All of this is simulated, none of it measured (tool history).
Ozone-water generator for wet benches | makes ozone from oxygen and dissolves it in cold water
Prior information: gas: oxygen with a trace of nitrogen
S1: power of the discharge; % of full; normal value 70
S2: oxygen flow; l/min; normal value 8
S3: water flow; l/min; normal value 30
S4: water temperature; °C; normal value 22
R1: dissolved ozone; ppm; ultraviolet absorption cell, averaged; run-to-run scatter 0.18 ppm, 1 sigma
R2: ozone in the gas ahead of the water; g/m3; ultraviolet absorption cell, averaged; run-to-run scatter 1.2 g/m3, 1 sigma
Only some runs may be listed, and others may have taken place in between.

{"run": 1, "hour": 0.0, "S1": 70, "S2": 8, "S3": 30, "S4": 22, "R1": 24.4, "R2": 215.3}
{"run": 2, "hour": 122.0, "S1": 70, "S2": 8, "S3": 30, "S4": 22, "R1": 24.2, "R2": 214.3}
{"run": 3, "hour": 194.4, "S1": 70, "S2": 8, "S3": 30, "S4": 22, "R1": 24.4, "R2": 215.8}
{"run": 4, "hour": 271.0, "S1": 70, "S2": 8, "S3": 30, "S4": 22, "R1": 24.1, "R2": 212.9}
{"run": 5, "hour": 367.3, "S1": 70, "S2": 8, "S3": 30, "S4": 22, "R1": 24.2, "R2": 213.4}
{"run": 6, "hour": 427.1, "S1": 70, "S2": 8, "S3": 28, "S4": 22, "R1": 25.4, "R2": 214.6}
{"run": 7, "hour": 565.7, "S1": 53, "S2": 5.23, "S3": 28, "S4": 27, "R1": 16.9, "R2": 190.7}
{"run": 8, "hour": 642.3, "S1": 53, "S2": 9.08, "S3": 25, "S4": 27, "R1": 19.7, "R2": 157.7}
{"run": 9, "hour": 720.3, "S1": 54, "S2": 4.49, "S3": 25, "S4": 27, "R1": 18.4, "R2": 206.9}
{"run": 10, "hour": 851.6, "S1": 54, "S2": 4.49, "S3": 30, "S4": 16, "R1": 17.6, "R2": 206.1}

Forecast each of these 5 alternatives for the next run:
{"run": "A", "hour": 909.2, "S1": 54, "S2": 4.49, "S3": 25, "S4": 27, "R1": "?", "R2": "?"}
{"run": "B", "hour": 909.2, "S1": 54, "S2": 5.06, "S3": 45, "S4": 30, "R1": "?", "R2": "?"}
{"run": "C", "hour": 909.2, "S1": 54, "S2": 6.24, "S3": 30, "S4": 16, "R1": "?", "R2": "?"}
{"run": "D", "hour": 909.2, "S1": 88, "S2": 10.56, "S3": 30, "S4": 26, "R1": "?", "R2": "?"}
{"run": "E", "hour": 909.2, "S1": 54, "S2": 4.98, "S3": 26, "S4": 19, "R1": "?", "R2": "?"}

run=A R1=18.1 R2=206.4
run=B R1=10.7 R2=198.3
run=C R1=19.9 R2=183.6
run=D R1=28 R2=233.3
run=E R1=20.1 R2=198.8
Without the tool's hidden state the same runs would have given:
run=A R1=19 R2=213.4
run=B R1=11.3 R2=205
run=C R1=20.9 R2=189.8
run=D R1=30 R2=245.9
run=E R1=21.1 R2=205.6
